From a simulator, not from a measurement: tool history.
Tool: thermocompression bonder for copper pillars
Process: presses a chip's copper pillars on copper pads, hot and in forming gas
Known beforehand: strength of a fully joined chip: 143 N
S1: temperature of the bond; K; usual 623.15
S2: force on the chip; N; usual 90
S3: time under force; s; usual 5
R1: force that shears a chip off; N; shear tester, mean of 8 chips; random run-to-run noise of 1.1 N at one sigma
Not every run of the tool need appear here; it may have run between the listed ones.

run	hour	S1	S2	S3	R1
1	0.0	623.15	90	5	99.3
2	33.2	623.15	90	5	99.4
3	87.1	643.15	90	5	106.6
4	117.0	643.15	90	5	107.9
5	143.5	643.15	90	5	106.5
6	176.1	643.15	90	11	121.3
7	225.4	643.15	90	11	120.4
8	254.7	643.15	90	11	119.1
9	280.8	643.15	90	11	118.4
10	308.6	623.15	124	5	113.8
11	363.1	623.15	72	6	84.8
12	388.6	596.15	78	5	74.5
# hour 424.6: forming gas filter changed
13	426.9	596.15	68	11	92.4
14	474.4	596.15	68	11	90.4
15	506.7	650.15	127	11	137.3
16	543.3	623.15	73	4	80.6

Here are 3 independent what-if runs from the current tool condition. What would each one return?
A	589.0	625.15	73	4	?
B	589.0	597.15	81	5	?
C	589.0	633.15	73	7	?

run	R1
A	82.1
B	82.5
C	102.7
Take away the tool's hidden state, keep each run's random variation, and the runs would have read:
run	R1
A	82.5
B	83.1
C	103.5

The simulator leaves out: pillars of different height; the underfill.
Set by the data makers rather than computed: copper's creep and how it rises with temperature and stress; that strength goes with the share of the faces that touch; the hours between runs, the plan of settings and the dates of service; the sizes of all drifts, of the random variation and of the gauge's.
